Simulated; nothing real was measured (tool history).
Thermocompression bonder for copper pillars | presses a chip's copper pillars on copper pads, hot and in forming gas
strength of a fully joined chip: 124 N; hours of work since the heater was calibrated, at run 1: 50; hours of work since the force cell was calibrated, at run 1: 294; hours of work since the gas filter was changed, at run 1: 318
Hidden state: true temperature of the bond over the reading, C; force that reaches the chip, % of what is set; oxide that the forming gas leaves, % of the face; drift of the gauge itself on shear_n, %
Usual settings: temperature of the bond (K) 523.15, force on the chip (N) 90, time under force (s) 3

run	hour	temperature of the bond (K)	force on the chip (N)	time under force (s)	hours of work since the heater was calibrated	hours of work since the force cell was calibrated	hours of work since the gas filter was changed	force that shears a chip off (N)
1	0.0	523.15	90	3	50	294	318	62.4
2	11.1	523.15	90	3	55	299	323	62.1
3	16.7	523.15	90	3	57	302	326	61.8
4	25.0	523.15	90	3	61	306	330	62.0
5	34.7	523.15	90	8	66	310	335	84.2
6	42.1	523.15	90	8	69	314	338	84.3
# hour 46.6: forming gas filter changed
7	50.6	523.15	90	8	73	317	2	84.1
8	56.7	523.15	90	8	76	320	5	84.7
9	68.1	523.15	90	8	81	325	10	84.8
10	75.9	523.15	90	5	85	329	14	73.7
11	81.2	523.15	90	5	87	332	16	74.4
12	91.4	523.15	90	5	92	336	21	74.5
13	97.8	523.15	72	3	95	339	24	52.6
14	104.7	550.15	90	3	98	343	27	79.2
15	117.3	518.15	90	3	104	348	33	60.2
16	125.3	515.15	90	3	108	352	37	58.0
17	132.9	515.15	90	3	112	356	40	58.5
18	143.9	515.15	90	3	117	361	46	58.7
19	152.5	515.15	90	3	121	365	50	58.3
20	164.7	515.15	107	3	126	371	55	66.6
21	170.0	505.15	82	4	129	373	58	54.3
22	177.6	543.15	65	4	132	377	61	65.5
23	190.5	543.15	65	4	139	383	67	65.7
24	203.4	543.15	65	4	145	389	73	65.6
25	210.4	543.15	65	4	148	392	77	65.5
26	216.6	508.15	73	3	151	395	80	46.4
27	224.1	518.15	90	3	154	399	83	60.8
28	232.2	514.15	120	3	158	402	87	71.7
29	237.5	514.15	120	3	161	405	89	72.1
30	246.9	550.15	90	7	165	409	94	98.4
31	259.9	496.15	112	3	171	415	100	57.1
32	271.7	510.15	96	2	177	421	105	51.4
33	280.1	510.15	96	2	180	425	109	50.9
34	290.4	510.15	96	2	185	430	114	51.0
35	300.2	510.15	96	2	190	434	119	51.2
# hour 304.9: gauge calibrated
36	306.5	510.15	96	2	193	437	122	49.7
37	318.4	510.15	96	2	198	443	127	49.5
38	326.5	527.15	96	5	202	446	131	78.9
39	337.0	517.15	96	5	207	451	136	72.7

Hidden state or all else? Some run-to-run changes of force that shears a chip off (N), split into what the settings, what came in and random variation would give without the hidden state, and what is left for the hidden state (with any gauge scatter that isn't in both results):
Run 13 -> 14: temperature of the bond (K) 523.15 -> 550.15, force on the chip (N) 72 -> 90. force that shears a chip off (N) +26.6: hidden state +0.3, all else +26.3.
Run 29 -> 30: temperature of the bond (K) 514.15 -> 550.15, force on the chip (N) 120 -> 90, time under force (s) 3 -> 7. force that shears a chip off (N) +26.3: hidden state +0.6, all else +25.7.
Run 30 -> 31: temperature of the bond (K) 550.15 -> 496.15, force on the chip (N) 90 -> 112, time under force (s) 7 -> 3. force that shears a chip off (N) -41.3: hidden state -0.8, all else -40.5.
Run 35 -> 36: gauge calibrated. force that shears a chip off (N) -1.5: hidden state -1.4, all else -0.1.
Run 37 -> 38: temperature of the bond (K) 510.15 -> 527.15, time under force (s) 2 -> 5. force that shears a chip off (N) +29.4: hidden state +0.0, all else +29.4.
